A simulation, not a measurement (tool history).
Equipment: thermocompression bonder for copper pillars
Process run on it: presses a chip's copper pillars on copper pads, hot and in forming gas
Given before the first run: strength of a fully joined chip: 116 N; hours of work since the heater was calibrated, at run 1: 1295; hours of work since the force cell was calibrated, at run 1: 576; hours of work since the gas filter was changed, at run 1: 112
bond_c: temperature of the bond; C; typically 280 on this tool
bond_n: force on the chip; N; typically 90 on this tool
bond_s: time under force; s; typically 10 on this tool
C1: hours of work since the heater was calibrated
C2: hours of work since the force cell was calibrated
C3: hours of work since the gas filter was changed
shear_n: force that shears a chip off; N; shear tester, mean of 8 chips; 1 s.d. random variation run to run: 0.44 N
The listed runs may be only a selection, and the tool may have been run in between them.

run 1 day=0.000 | bond_c=280 bond_n=90 bond_s=10 | C1=1295 C2=576 C3=112 | shear_n=80.8
run 2 day=0.629 | bond_c=267 bond_n=90 bond_s=10 | C1=1303 C2=584 C3=121 | shear_n=73.6
run 3 day=1.508 | bond_c=309 bond_n=90 bond_s=10 | C1=1315 C2=596 C3=133 | shear_n=95.8
run 4 day=2.000 | bond_c=280 bond_n=90 bond_s=10 | C1=1322 C2=603 C3=140 | shear_n=80.9
run 5 day=2.508 | bond_c=280 bond_n=90 bond_s=10 | C1=1329 C2=610 C3=147 | shear_n=80.7
run 6 day=3.204 | bond_c=280 bond_n=101 bond_s=10 | C1=1339 C2=620 C3=156 | shear_n=84.4
run 7 day=4.142 | bond_c=301 bond_n=90 bond_s=10 | C1=1351 C2=632 C3=169 | shear_n=91.9
run 8 day=4.912 | bond_c=301 bond_n=90 bond_s=10 | C1=1362 C2=643 C3=180 | shear_n=91.0
run 9 day=5.362 | bond_c=301 bond_n=90 bond_s=10 | C1=1368 C2=649 C3=186 | shear_n=91.9
run 10 day=5.796 | bond_c=255 bond_n=90 bond_s=10 | C1=1374 C2=655 C3=192 | shear_n=63.8
run 11 day=6.675 | bond_c=280 bond_n=90 bond_s=15 | C1=1386 C2=667 C3=204 | shear_n=87.1
run 12 day=7.192 | bond_c=280 bond_n=90 bond_s=10 | C1=1393 C2=674 C3=211 | shear_n=78.9
-- day=8.179 heater calibrated with a thermocouple chip
run 13 day=8.304 | bond_c=280 bond_n=90 bond_s=10 | C1=2 C2=688 C3=225 | shear_n=74.4
run 14 day=9.121 | bond_c=259 bond_n=96 bond_s=13 | C1=13 C2=699 C3=236 | shear_n=68.3
run 15 day=9.700 | bond_c=252 bond_n=96 bond_s=14 | C1=21 C2=707 C3=244 | shear_n=64.3
run 16 day=10.125 | bond_c=252 bond_n=96 bond_s=14 | C1=27 C2=713 C3=250 | shear_n=65.2
run 17 day=10.729 | bond_c=252 bond_n=96 bond_s=14 | C1=35 C2=721 C3=258 | shear_n=64.8
run 18 day=11.250 | bond_c=258 bond_n=96 bond_s=5 | C1=42 C2=728 C3=265 | shear_n=49.0
run 19 day=11.679 | bond_c=258 bond_n=96 bond_s=5 | C1=48 C2=734 C3=271 | shear_n=49.4
run 20 day=12.304 | bond_c=258 bond_n=96 bond_s=5 | C1=56 C2=743 C3=280 | shear_n=48.7
run 21 day=13.312 | bond_c=258 bond_n=90 bond_s=18 | C1=70 C2=757 C3=293 | shear_n=70.1
run 22 day=14.171 | bond_c=258 bond_n=90 bond_s=18 | C1=82 C2=768 C3=305 | shear_n=70.8
run 23 day=14.708 | bond_c=258 bond_n=90 bond_s=18 | C1=89 C2=776 C3=312 | shear_n=70.4
run 24 day=15.325 | bond_c=267 bond_n=72 bond_s=18 | C1=98 C2=784 C3=321 | shear_n=68.4
run 25 day=16.362 | bond_c=281 bond_n=85 bond_s=10 | C1=112 C2=798 C3=335 | shear_n=70.6
run 26 day=17.138 | bond_c=281 bond_n=57 bond_s=10 | C1=122 C2=809 C3=346 | shear_n=57.7

Describe how what the log doesn't record of the tool's condition differs between the last listed run preceding each entry between runs and the first listed run following it.
Logged between run 12 and run 13: heater calibrated with a thermocouple chip (day 8.179)
  true temperature of the bond over the reading, C: 7.3 -> 0.4; force that reaches the chip, % of what is set: 96.8 -> 96.7; oxide that the forming gas leaves, % of the face: 5.88 -> 6.28
  difference, measured minus the result without the unlogged condition, shear_n: -1.0 -> -5.5 N
